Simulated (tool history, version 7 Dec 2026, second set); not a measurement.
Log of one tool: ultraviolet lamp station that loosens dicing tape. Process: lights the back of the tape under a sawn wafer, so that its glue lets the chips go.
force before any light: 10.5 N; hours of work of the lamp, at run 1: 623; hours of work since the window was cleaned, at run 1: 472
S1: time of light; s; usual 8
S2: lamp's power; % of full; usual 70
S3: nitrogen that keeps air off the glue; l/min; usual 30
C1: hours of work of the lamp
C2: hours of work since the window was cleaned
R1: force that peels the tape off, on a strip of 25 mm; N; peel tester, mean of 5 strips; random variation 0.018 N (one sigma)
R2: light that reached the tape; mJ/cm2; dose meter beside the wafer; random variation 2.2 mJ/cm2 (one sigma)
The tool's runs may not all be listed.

run 1 day=0.000 | S1=8 S2=70 S3=30 | C1=623 C2=472 | R1=0.843 R2=182
run 2 day=1.088 | S1=8 S2=70 S3=30 | C1=640 C2=489 | R1=0.835 R2=182
run 3 day=2.346 | S1=8 S2=70 S3=30 | C1=659 C2=508 | R1=0.848 R2=180
run 4 day=3.950 | S1=8 S2=70 S3=30 | C1=684 C2=533 | R1=0.848 R2=180
run 5 day=5.096 | S1=8 S2=70 S3=30 | C1=702 C2=551 | R1=0.843 R2=183
run 6 day=5.788 | S1=8 S2=70 S3=30 | C1=712 C2=561 | R1=0.820 R2=181
run 7 day=6.788 | S1=13 S2=70 S3=30 | C1=728 C2=577 | R1=0.313 R2=295
run 8 day=7.788 | S1=13 S2=70 S3=30 | C1=743 C2=592 | R1=0.300 R2=292
run 9 day=8.800 | S1=8 S2=91 S3=30 | C1=759 C2=608 | R1=0.458 R2=234
run 10 day=9.900 | S1=8 S2=91 S3=30 | C1=776 C2=625 | R1=0.487 R2=236
run 11 day=11.067 | S1=8 S2=70 S3=11 | C1=794 C2=643 | R1=1.963 R2=179
run 12 day=12.271 | S1=8 S2=70 S3=11 | C1=812 C2=661 | R1=1.888 R2=181
-- day=13.508 window cleaned of glue's vapour
run 13 day=13.858 | S1=8 S2=70 S3=11 | C1=837 C2=5 | R1=1.946 R2=181
run 14 day=15.100 | S1=8 S2=70 S3=11 | C1=856 C2=25 | R1=1.933 R2=180
run 15 day=16.392 | S1=8 S2=70 S3=11 | C1=876 C2=45 | R1=1.966 R2=175
run 16 day=17.292 | S1=8 S2=70 S3=11 | C1=890 C2=58 | R1=1.919 R2=179
run 17 day=18.358 | S1=8 S2=91 S3=30 | C1=906 C2=75 | R1=0.491 R2=233
run 18 day=19.650 | S1=8 S2=91 S3=30 | C1=926 C2=95 | R1=0.450 R2=236
run 19 day=21.021 | S1=4 S2=75 S3=37 | C1=947 C2=116 | R1=2.285 R2=95
run 20 day=21.712 | S1=4 S2=76 S3=37 | C1=958 C2=127 | R1=2.197 R2=100
run 21 day=23.058 | S1=5 S2=86 S3=17 | C1=979 C2=148 | R1=2.140 R2=139
run 22 day=24.267 | S1=5 S2=86 S3=17 | C1=997 C2=166 | R1=2.147 R2=140
run 23 day=25.783 | S1=5 S2=86 S3=17 | C1=1021 C2=190 | R1=2.202 R2=139
run 24 day=26.550 | S1=5 S2=86 S3=17 | C1=1033 C2=201 | R1=2.156 R2=137
run 25 day=27.575 | S1=5 S2=87 S3=16 | C1=1048 C2=217 | R1=2.217 R2=142
run 26 day=28.479 | S1=6 S2=93 S3=30 | C1=1062 C2=231 | R1=0.841 R2=180
run 27 day=29.246 | S1=5 S2=70 S3=45 | C1=1074 C2=243 | R1=1.594 R2=113
run 28 day=30.017 | S1=4 S2=70 S3=11 | C1=1086 C2=255 | R1=4.618 R2=90
run 29 day=31.342 | S1=4 S2=70 S3=11 | C1=1107 C2=275 | R1=4.416 R2=94
run 30 day=32.579 | S1=4 S2=70 S3=11 | C1=1126 C2=295 | R1=4.419 R2=93
run 31 day=34.058 | S1=4 S2=70 S3=11 | C1=1149 C2=317 | R1=4.454 R2=90
run 32 day=35.471 | S1=14 S2=65 S3=23 | C1=1170 C2=339 | R1=0.358 R2=290
run 33 day=36.679 | S1=4 S2=86 S3=23 | C1=1189 C2=358 | R1=2.534 R2=110
run 34 day=37.625 | S1=5 S2=65 S3=12 | C1=1204 C2=372 | R1=3.878 R2=103
run 35 day=38.679 | S1=4 S2=94 S3=12 | C1=1220 C2=389 | R1=3.240 R2=124

How the hidden state differs across the entries between the runs, from the last listed run before each to the first after it:
Between runs 12 and 13: window cleaned of glue's vapour (day 13.508)
  no hidden state differs between the two runs
